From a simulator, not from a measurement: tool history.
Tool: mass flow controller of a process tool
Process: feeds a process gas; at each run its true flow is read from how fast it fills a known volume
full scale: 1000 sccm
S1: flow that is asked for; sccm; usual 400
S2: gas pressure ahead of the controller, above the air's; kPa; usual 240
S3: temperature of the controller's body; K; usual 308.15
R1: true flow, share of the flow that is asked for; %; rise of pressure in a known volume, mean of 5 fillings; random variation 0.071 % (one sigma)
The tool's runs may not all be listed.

run,hour,S1,S2,S3,R1
1,0,400,240,308.15,99.92
2,48.9,400,240,308.15,100.1
3,122.1,478,240,308.15,100.17
4,197.4,478,240,308.15,100.06
5,274.8,478,240,308.15,100.1
6,311.6,478,186,308.15,99.91
7,374.3,478,186,308.15,99.99
8,412.7,400,240,304.15,99.83
9,445.7,400,240,304.15,99.75
10,520.6,400,175,308.15,99.77
11,559.6,400,152,308.15,99.73
12,639.3,400,152,308.15,99.76
13,697.1,400,152,308.15,99.82
14,744.4,400,152,308.15,99.79
15,820.2,400,240,308.15,100.09
16,875.8,400,240,297.15,99.35
17,935,400,222,297.15,99.39
18,1008.7,137,165,308.15,99.93
19,1069.6,137,165,308.15,99.94
20,1136.5,137,165,308.15,99.92
21,1196.2,137,165,308.15,99.98
22,1256.5,343,143,308.15,99.89
23,1325,554,153,295.15,99.26
24,1390.6,585,251,293.15,99.47
25,1448.5,400,200,294.15,99.23
26,1490.8,749,200,306.15,100.4
27,1535.2,400,240,294.15,99.37
28,1575.6,157,220,305.15,100.02
29,1611.6,212,227,306.15,100.18
30,1685.4,400,180,293.15,99.06
31,1763.2,400,242,308.15,100.24

5 ways to go on from here, each from the tool as it stands after run 31. What would each give?
A,1796.7,873,240,308.15,?
B,1796.7,482,186,307.15,?
C,1796.7,206,210,302.15,?
D,1796.7,158,148,309.15,?
E,1796.7,400,240,300.15,?

run,R1
A,100.86
B,100.1
C,99.85
D,100.2
E,99.91
Without the tool's hidden state the same runs would have given:
run,R1
A,100.57
B,99.7
C,99.11
D,99.27
E,99.46

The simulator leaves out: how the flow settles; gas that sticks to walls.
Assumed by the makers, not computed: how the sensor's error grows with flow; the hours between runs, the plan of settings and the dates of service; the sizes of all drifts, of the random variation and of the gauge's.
